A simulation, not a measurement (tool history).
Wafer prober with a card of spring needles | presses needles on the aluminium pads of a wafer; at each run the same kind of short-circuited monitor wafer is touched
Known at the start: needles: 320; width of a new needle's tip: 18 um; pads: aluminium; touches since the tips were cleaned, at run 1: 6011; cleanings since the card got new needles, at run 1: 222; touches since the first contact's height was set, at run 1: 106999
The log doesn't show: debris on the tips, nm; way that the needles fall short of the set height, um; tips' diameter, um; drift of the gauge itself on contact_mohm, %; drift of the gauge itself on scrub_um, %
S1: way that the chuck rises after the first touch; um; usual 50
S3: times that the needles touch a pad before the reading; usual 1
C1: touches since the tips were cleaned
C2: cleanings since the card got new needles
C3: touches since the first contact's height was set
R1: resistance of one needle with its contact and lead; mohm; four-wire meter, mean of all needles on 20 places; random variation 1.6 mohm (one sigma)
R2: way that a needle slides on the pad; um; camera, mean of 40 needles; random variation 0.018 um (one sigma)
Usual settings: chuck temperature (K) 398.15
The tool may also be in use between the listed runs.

Run 1, day 0.000: usual settings; C1 6011; C2 222; C3 106999. Result: R1 433 mohm, R2 10.61 um.
At day 0.133: tips cleaned on abrasive film.
At day 0.658: tips cleaned on abrasive film.
At day 0.800: height of the first contact set anew.
At day 1.321: tips cleaned on abrasive film.
At day 1.846: tips cleaned on abrasive film.
Run 2, day 2.117: usual settings but chuck temperature (K) 303.15; C1 3268; C2 226; C3 15698. Result: R1 440 mohm, R2 10.31 um.
At day 2.383: tips cleaned on abrasive film.
At day 2.904: tips cleaned on abrasive film.
At day 3.429: tips cleaned on abrasive film.
At day 4.079: tips cleaned on abrasive film.
At day 4.604: tips cleaned on abrasive film.
At day 5.129: tips cleaned on abrasive film.
Run 3, day 5.567: usual settings but chuck temperature (K) 303.15; C1 5274; C2 232; C3 56706. Result: R1 487 mohm, R2 10.16 um.
At day 5.700: tips cleaned on abrasive film.
At day 6.354: tips cleaned on abrasive film.
At day 6.879: tips cleaned on abrasive film.
At day 7.529: tips cleaned on abrasive film.
At day 8.054: tips cleaned on abrasive film.
Run 4, day 8.292: usual settings; C1 2872; C2 237; C3 89099. Result: R1 419 mohm, R2 10.07 um.
At day 8.688: tips cleaned on abrasive film.
At day 9.208: tips cleaned on abrasive film.
At day 9.862: tips cleaned on abrasive film.
At day 10.517: tips cleaned on abrasive film.
At day 10.529: height of the first contact set anew.
At day 11.179: tips cleaned on abrasive film.
At day 11.833: tips cleaned on abrasive film.
Run 5, day 11.946: usual settings; C1 1348; C2 243; C3 16885. Result: R1 300 mohm, R2 10.87 um.
At day 12.471: tips cleaned on abrasive film.
At day 12.992: tips cleaned on abrasive film.
At day 13.646: tips cleaned on abrasive film.
At day 14.300: tips cleaned on abrasive film.
At day 14.950: tips cleaned on abrasive film.
At day 15.604: tips cleaned on abrasive film.
Run 6, day 15.792: usual settings; C1 2248; C2 249; C3 62636. Result: R1 330 mohm, R2 10.76 um.
At day 16.183: tips cleaned on abrasive film.
At day 16.838: tips cleaned on abrasive film.
At day 17.362: tips cleaned on abrasive film.
At day 17.504: height of the first contact set anew, once more.
Run 7, day 17.858: usual settings; C1 5785; C2 252; C3 4232. Result: R1 432 mohm, R2 10.93 um.

Run 8 comes next. What will it give?
At day 17.992: tips cleaned on abrasive film.
At day 18.642: tips cleaned on abrasive film.
At day 19.167: tips cleaned on abrasive film.
At day 19.821: tips cleaned on abrasive film.
At day 20.471: tips cleaned on abrasive film.
At day 20.996: tips cleaned on abrasive film.
At day 21.558: tips cleaned on abrasive film.
Run 8, day 21.558: usual settings but S3 2; C1 0; C2 259; C3 48197. Result: R1 ?, R2 ?.

{"run 8": {"R1": 182, "R2": 10.76}}
Without the tool's hidden state the same run would have given R1 156 mohm, R2 10.93 um.
